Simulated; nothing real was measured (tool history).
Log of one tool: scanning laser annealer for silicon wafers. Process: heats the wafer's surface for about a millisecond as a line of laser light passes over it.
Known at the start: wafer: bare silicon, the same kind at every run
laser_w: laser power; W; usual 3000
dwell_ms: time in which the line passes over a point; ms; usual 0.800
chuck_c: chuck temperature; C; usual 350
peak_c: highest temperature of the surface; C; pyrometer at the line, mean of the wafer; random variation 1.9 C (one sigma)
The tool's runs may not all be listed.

run 1 hour=0.0 | laser_w=3000 dwell_ms=0.800 chuck_c=350 | peak_c=1101
run 2 hour=4.8 | laser_w=2657 dwell_ms=0.800 chuck_c=350 | peak_c=991
run 3 hour=13.3 | laser_w=3000 dwell_ms=0.800 chuck_c=350 | peak_c=1100
run 4 hour=20.7 | laser_w=3000 dwell_ms=0.800 chuck_c=350 | peak_c=1105
run 5 hour=26.5 | laser_w=3000 dwell_ms=0.800 chuck_c=350 | peak_c=1102
run 6 hour=32.5 | laser_w=3000 dwell_ms=0.800 chuck_c=350 | peak_c=1101
run 7 hour=37.8 | laser_w=3000 dwell_ms=0.800 chuck_c=350 | peak_c=1101
run 8 hour=44.4 | laser_w=3096 dwell_ms=0.800 chuck_c=350 | peak_c=1129
run 9 hour=53.0 | laser_w=3096 dwell_ms=0.800 chuck_c=350 | peak_c=1128
run 10 hour=59.4 | laser_w=3096 dwell_ms=0.800 chuck_c=350 | peak_c=1131
run 11 hour=68.2 | laser_w=3096 dwell_ms=0.800 chuck_c=350 | peak_c=1130
run 12 hour=76.9 | laser_w=3096 dwell_ms=0.800 chuck_c=350 | peak_c=1131
run 13 hour=85.4 | laser_w=3000 dwell_ms=0.772 chuck_c=364 | peak_c=1100
-- hour=91.9 window over the wafer cleaned
run 14 hour=91.9 | laser_w=3000 dwell_ms=0.772 chuck_c=364 | peak_c=1129
run 15 hour=99.0 | laser_w=2797 dwell_ms=0.767 chuck_c=338 | peak_c=1034
run 16 hour=107.9 | laser_w=2797 dwell_ms=0.767 chuck_c=338 | peak_c=1032
run 17 hour=115.3 | laser_w=2948 dwell_ms=0.618 chuck_c=338 | peak_c=1011
run 18 hour=121.2 | laser_w=2948 dwell_ms=0.618 chuck_c=338 | peak_c=1011
run 19 hour=129.2 | laser_w=2607 dwell_ms=0.663 chuck_c=331 | peak_c=921
run 20 hour=137.6 | laser_w=2607 dwell_ms=0.663 chuck_c=331 | peak_c=923
run 21 hour=145.1 | laser_w=2753 dwell_ms=0.800 chuck_c=314 | peak_c=1005
run 22 hour=149.3 | laser_w=3054 dwell_ms=0.734 chuck_c=314 | peak_c=1078
run 23 hour=157.0 | laser_w=3263 dwell_ms=0.889 chuck_c=319 | peak_c=1230
run 24 hour=163.6 | laser_w=3263 dwell_ms=0.889 chuck_c=319 | peak_c=1227

Measured less the same run without the tool's hidden state. The same run-to-run variation is in both; the gauge's scatter may not be:
The hidden state here: light that passes the window, % of a clean one's; laser's true power over the reading, %; width of the line over the set one, %; drift of the gauge itself on peak_c, C.
run=1 peak_c=-35
run=2 peak_c=-30
run=3 peak_c=-36
run=4 peak_c=-36
run=5 peak_c=-37
run=6 peak_c=-37
run=7 peak_c=-37
run=8 peak_c=-40
run=9 peak_c=-40
run=10 peak_c=-40
run=11 peak_c=-41
run=12 peak_c=-41
run=13 peak_c=-39
run=14 peak_c=-9
run=15 peak_c=-8
run=16 peak_c=-8
run=17 peak_c=-8
run=18 peak_c=-9
run=19 peak_c=-8
run=20 peak_c=-9
run=21 peak_c=-11
run=22 peak_c=-12
run=23 peak_c=-14
run=24 peak_c=-16
